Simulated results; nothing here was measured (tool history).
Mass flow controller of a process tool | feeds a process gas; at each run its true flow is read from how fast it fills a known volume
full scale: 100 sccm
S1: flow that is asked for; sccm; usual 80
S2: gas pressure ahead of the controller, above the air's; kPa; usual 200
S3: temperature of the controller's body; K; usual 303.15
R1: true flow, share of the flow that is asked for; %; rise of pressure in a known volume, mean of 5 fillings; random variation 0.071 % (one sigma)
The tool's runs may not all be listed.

{"run": 1, "hour": 0.0, "S1": 80, "S2": 200, "S3": 303.15, "R1": 99.6}
{"run": 2, "hour": 355.9, "S1": 80, "S2": 200, "S3": 303.15, "R1": 99.77}
{"run": 3, "hour": 626.2, "S1": 80, "S2": 200, "S3": 307.15, "R1": 100.12}
{"run": 4, "hour": 880.7, "S1": 80, "S2": 200, "S3": 307.15, "R1": 100.23}
{"run": 5, "hour": 1142.0, "S1": 80, "S2": 200, "S3": 307.15, "R1": 100.31}
{"run": 6, "hour": 1403.9, "S1": 80, "S2": 178, "S3": 303.15, "R1": 100.37}
{"hour": 1623.3, "done": "controller exchanged for a calibrated one"}
{"run": 7, "hour": 1666.1, "S1": 80, "S2": 192, "S3": 303.15, "R1": 100.34}
{"run": 8, "hour": 1865.2, "S1": 80, "S2": 192, "S3": 303.15, "R1": 100.41}
{"run": 9, "hour": 2168.7, "S1": 80, "S2": 192, "S3": 303.15, "R1": 100.5}
{"run": 10, "hour": 2324.1, "S1": 28, "S2": 200, "S3": 303.15, "R1": 99.04}
{"run": 11, "hour": 2658.5, "S1": 80, "S2": 200, "S3": 298.15, "R1": 100.61}
{"run": 12, "hour": 2984.4, "S1": 85, "S2": 200, "S3": 303.15, "R1": 101.03}
{"run": 13, "hour": 3306.0, "S1": 80, "S2": 158, "S3": 303.15, "R1": 101.33}
{"run": 14, "hour": 3522.2, "S1": 80, "S2": 158, "S3": 303.15, "R1": 101.45}
{"run": 15, "hour": 3839.6, "S1": 80, "S2": 200, "S3": 303.15, "R1": 101.25}
{"run": 16, "hour": 3987.3, "S1": 80, "S2": 200, "S3": 303.15, "R1": 101.26}
{"hour": 4004.5, "done": "gauge calibrated"}
{"run": 17, "hour": 4205.5, "S1": 80, "S2": 200, "S3": 303.15, "R1": 99.68}
{"run": 18, "hour": 4354.6, "S1": 80, "S2": 200, "S3": 303.15, "R1": 99.74}
{"run": 19, "hour": 4680.3, "S1": 80, "S2": 200, "S3": 303.15, "R1": 100.01}
{"run": 20, "hour": 4892.3, "S1": 80, "S2": 257, "S3": 303.15, "R1": 99.54}
{"run": 21, "hour": 5251.7, "S1": 80, "S2": 155, "S3": 303.15, "R1": 100.38}
{"run": 22, "hour": 5469.2, "S1": 15, "S2": 244, "S3": 303.15, "R1": 97.92}
{"run": 23, "hour": 5714.2, "S1": 86, "S2": 201, "S3": 304.15, "R1": 100.6}
{"run": 24, "hour": 5945.4, "S1": 33, "S2": 200, "S3": 303.15, "R1": 99.05}
{"run": 25, "hour": 6156.6, "S1": 80, "S2": 266, "S3": 303.15, "R1": 100.1}
{"run": 26, "hour": 6418.3, "S1": 80, "S2": 158, "S3": 300.15, "R1": 100.89}
{"run": 27, "hour": 6780.4, "S1": 72, "S2": 235, "S3": 312.15, "R1": 100.7}
{"run": 28, "hour": 7061.5, "S1": 81, "S2": 264, "S3": 297.15, "R1": 100.35}
{"run": 29, "hour": 7351.5, "S1": 12, "S2": 206, "S3": 310.15, "R1": 99.22}
{"run": 30, "hour": 7658.7, "S1": 30, "S2": 201, "S3": 294.15, "R1": 99.31}
{"run": 31, "hour": 7833.7, "S1": 46, "S2": 167, "S3": 304.15, "R1": 100.49}
{"run": 32, "hour": 8075.1, "S1": 22, "S2": 238, "S3": 301.15, "R1": 99.31}
{"run": 33, "hour": 8417.3, "S1": 72, "S2": 214, "S3": 302.15, "R1": 101.02}
{"run": 34, "hour": 8611.5, "S1": 80, "S2": 214, "S3": 311.15, "R1": 101.81}
{"run": 35, "hour": 8860.8, "S1": 80, "S2": 214, "S3": 311.15, "R1": 101.95}
{"run": 36, "hour": 9027.4, "S1": 80, "S2": 214, "S3": 311.15, "R1": 102.05}
{"run": 37, "hour": 9270.4, "S1": 80, "S2": 214, "S3": 311.15, "R1": 102.02}
{"run": 38, "hour": 9432.5, "S1": 44, "S2": 214, "S3": 297.15, "R1": 100.66}
{"run": 39, "hour": 9619.4, "S1": 47, "S2": 200, "S3": 309.15, "R1": 101.27}
{"run": 40, "hour": 9802.0, "S1": 47, "S2": 200, "S3": 309.15, "R1": 101.31}

Hidden state or all else? Some run-to-run changes of R1, split into what the settings, what came in and random variation would give without the hidden state, and what is left for the hidden state (with any gauge scatter that isn't in both results):
The hidden state here: flow at rest that the sensor doesn't see, % of full scale; true flow over the shown one, %; drift of the gauge itself on true_pct, %.
Run 1 -> 2: no setting changed, nothing entered. R1 +0.17 %: hidden state +0.16, all else +0.01.
Run 16 -> 17: gauge calibrated. R1 -1.58 %: hidden state -1.66, all else +0.08.
Run 21 -> 22: S1 80 -> 15, S2 155 -> 244. R1 -2.46 %: hidden state +0.09, all else -2.55.
Run 22 -> 23: S1 15 -> 86, S2 244 -> 201, S3 303.15 -> 304.15. R1 +2.68 %: hidden state +0.12, all else +2.56.
Run 32 -> 33: S1 22 -> 72, S2 238 -> 214, S3 301.15 -> 302.15. R1 +1.71 %: hidden state +0.18, all else +1.53.
